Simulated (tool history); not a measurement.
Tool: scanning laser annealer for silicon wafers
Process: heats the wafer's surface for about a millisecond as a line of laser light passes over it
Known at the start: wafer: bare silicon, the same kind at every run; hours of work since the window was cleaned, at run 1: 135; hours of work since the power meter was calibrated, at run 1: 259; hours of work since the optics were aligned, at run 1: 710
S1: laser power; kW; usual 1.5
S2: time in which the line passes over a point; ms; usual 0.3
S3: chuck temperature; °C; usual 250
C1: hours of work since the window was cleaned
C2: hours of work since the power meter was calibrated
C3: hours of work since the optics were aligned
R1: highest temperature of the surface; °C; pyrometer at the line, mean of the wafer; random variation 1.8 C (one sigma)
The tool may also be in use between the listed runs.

{"run": 1, "day": 0.0, "S1": 1.5, "S2": 0.3, "S3": 250, "C1": 135, "C2": 259, "C3": 710, "R1": 1079}
{"run": 2, "day": 0.417, "S1": 1.5, "S2": 0.255, "S3": 250, "C1": 141, "C2": 265, "C3": 716, "R1": 1002}
{"run": 3, "day": 0.733, "S1": 1.5, "S2": 0.317, "S3": 250, "C1": 145, "C2": 270, "C3": 720, "R1": 1108}
{"run": 4, "day": 1.004, "S1": 1.5, "S2": 0.317, "S3": 250, "C1": 149, "C2": 273, "C3": 724, "R1": 1110}
{"run": 5, "day": 1.475, "S1": 1.5, "S2": 0.317, "S3": 250, "C1": 156, "C2": 280, "C3": 731, "R1": 1105}
{"run": 6, "day": 1.746, "S1": 1.408, "S2": 0.3, "S3": 250, "C1": 160, "C2": 284, "C3": 734, "R1": 1018}
{"run": 7, "day": 2.225, "S1": 1.408, "S2": 0.3, "S3": 250, "C1": 166, "C2": 290, "C3": 741, "R1": 1021}
{"run": 8, "day": 2.571, "S1": 1.408, "S2": 0.3, "S3": 250, "C1": 171, "C2": 295, "C3": 746, "R1": 1017}
{"run": 9, "day": 2.842, "S1": 1.408, "S2": 0.3, "S3": 250, "C1": 175, "C2": 299, "C3": 750, "R1": 1018}
{"run": 10, "day": 3.254, "S1": 1.408, "S2": 0.3, "S3": 250, "C1": 181, "C2": 305, "C3": 755, "R1": 1022}
{"run": 11, "day": 3.712, "S1": 1.408, "S2": 0.3, "S3": 250, "C1": 187, "C2": 311, "C3": 762, "R1": 1017}
{"run": 12, "day": 4.096, "S1": 1.408, "S2": 0.3, "S3": 250, "C1": 192, "C2": 317, "C3": 767, "R1": 1018}
{"run": 13, "day": 4.396, "S1": 1.408, "S2": 0.3, "S3": 250, "C1": 197, "C2": 321, "C3": 771, "R1": 1020}
{"run": 14, "day": 4.862, "S1": 1.408, "S2": 0.3, "S3": 250, "C1": 203, "C2": 327, "C3": 778, "R1": 1022}
{"run": 15, "day": 5.171, "S1": 1.408, "S2": 0.3, "S3": 250, "C1": 208, "C2": 332, "C3": 782, "R1": 1019}
{"run": 16, "day": 5.379, "S1": 1.297, "S2": 0.3, "S3": 245, "C1": 210, "C2": 334, "C3": 785, "R1": 940}
{"run": 17, "day": 5.679, "S1": 1.297, "S2": 0.3, "S3": 245, "C1": 215, "C2": 339, "C3": 789, "R1": 942}

Run 18 comes next. What will it give?
{"run": 18, "day": 5.954, "S1": 1.297, "S2": 0.3, "S3": 245, "C1": 218, "C2": 343, "C3": 793, "R1": "?"}

Run 18 gave R1 942 °C.
Without the tool's hidden state the same run would have given R1 942 °C.

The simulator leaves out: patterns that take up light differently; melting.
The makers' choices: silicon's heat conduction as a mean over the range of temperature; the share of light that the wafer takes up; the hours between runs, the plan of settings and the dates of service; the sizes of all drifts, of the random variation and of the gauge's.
